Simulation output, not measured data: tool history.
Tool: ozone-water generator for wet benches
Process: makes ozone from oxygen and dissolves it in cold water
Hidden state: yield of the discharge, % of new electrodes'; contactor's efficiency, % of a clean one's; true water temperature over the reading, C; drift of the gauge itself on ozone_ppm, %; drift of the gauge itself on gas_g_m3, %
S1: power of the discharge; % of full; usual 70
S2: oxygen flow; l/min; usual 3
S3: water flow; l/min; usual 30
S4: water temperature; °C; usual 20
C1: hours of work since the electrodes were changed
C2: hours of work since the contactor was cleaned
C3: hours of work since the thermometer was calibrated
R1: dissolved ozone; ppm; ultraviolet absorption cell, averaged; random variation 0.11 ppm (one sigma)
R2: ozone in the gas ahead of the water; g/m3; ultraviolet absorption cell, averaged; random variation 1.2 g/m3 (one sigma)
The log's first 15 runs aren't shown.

run 16 hour=336.7 | S1=70 S2=3 S3=20 S4=28 | C1=856 C2=1621 C3=4845 | R1=16.7 R2=204.6
run 17 hour=366.4 | S1=70 S2=3 S3=20 S4=28 | C1=879 C2=1645 C3=4868 | R1=16.7 R2=207.4
run 18 hour=381.6 | S1=70 S2=3.4 S3=41 S4=20 | C1=891 C2=1656 C3=4880 | R1=9.4 R2=195.3
run 19 hour=398.8 | S1=54 S2=3.4 S3=41 S4=14 | C1=904 C2=1670 C3=4894 | R1=8.1 R2=163
run 20 hour=428.1 | S1=70 S2=1.77 S3=30 S4=20 | C1=927 C2=1693 C3=4917 | R1=11 R2=269.3
run 21 hour=453.1 | S1=70 S2=3 S3=30 S4=19 | C1=947 C2=1712 C3=4936 | R1=12.7 R2=207.4
run 22 hour=481.9 | S1=70 S2=3 S3=30 S4=19 | C1=969 C2=1735 C3=4959 | R1=12.7 R2=206.1
run 23 hour=507.3 | S1=70 S2=3 S3=30 S4=19 | C1=989 C2=1755 C3=4979 | R1=12.7 R2=206.3
run 24 hour=526.9 | S1=77 S2=3.18 S3=33 S4=26 | C1=1005 C2=1770 C3=4994 | R1=11.6 R2=211.6
run 25 hour=552.7 | S1=59 S2=2.81 S3=22 S4=15 | C1=1025 C2=1790 C3=5014 | R1=15.4 R2=191.8
run 26 hour=571.1 | S1=70 S2=3 S3=30 S4=18 | C1=1039 C2=1805 C3=5029 | R1=12.7 R2=204.6
run 27 hour=592.8 | S1=70 S2=1.82 S3=30 S4=18 | C1=1056 C2=1822 C3=5046 | R1=10.9 R2=263
run 28 hour=611.6 | S1=70 S2=3.17 S3=19 S4=20 | C1=1071 C2=1837 C3=5061 | R1=19 R2=201.1
run 29 hour=637.9 | S1=41 S2=3.8 S3=30 S4=20 | C1=1092 C2=1857 C3=5081 | R1=9.3 R2=130.3
run 30 hour=670.2 | S1=74 S2=4.87 S3=30 S4=20 | C1=1117 C2=1883 C3=5106 | R1=14.2 R2=167
run 31 hour=695.3 | S1=74 S2=4.87 S3=30 S4=20 | C1=1137 C2=1902 C3=5126 | R1=14.1 R2=167.9
run 32 hour=720.7 | S1=55 S2=3 S3=23 S4=20 | C1=1157 C2=1922 C3=5146 | R1=13.7 R2=175

5 ways to go on from here, each from the tool as it stands after run 32. What would each give?
run A hour=753.1 | S1=97 S2=5.39 S3=33 S4=20 | C1=1182 C2=1948 C3=5171 | R1=? R2=?
run B hour=753.1 | S1=70 S2=4.59 S3=32 S4=20 | C1=1182 C2=1948 C3=5171 | R1=? R2=?
run C hour=753.1 | S1=70 S2=3 S3=33 S4=20 | C1=1182 C2=1948 C3=5171 | R1=? R2=?
run D hour=753.1 | S1=95 S2=3.84 S3=35 S4=20 | C1=1182 C2=1948 C3=5171 | R1=? R2=?
run E hour=753.1 | S1=79 S2=3 S3=23 S4=20 | C1=1182 C2=1948 C3=5171 | R1=? R2=?

run=A R1=15.5 R2=186.2
run=B R1=12.7 R2=165.3
run=C R1=11.3 R2=203.9
run=D R1=13.7 R2=220.4
run=E R1=17.2 R2=221.2
Without the tool's hidden state the same runs would have given:
run=A R1=16.4 R2=192.2
run=B R1=13.3 R2=169.7
run=C R1=11.9 R2=209.3
run=D R1=14.5 R2=227.5
run=E R1=18 R2=227.6
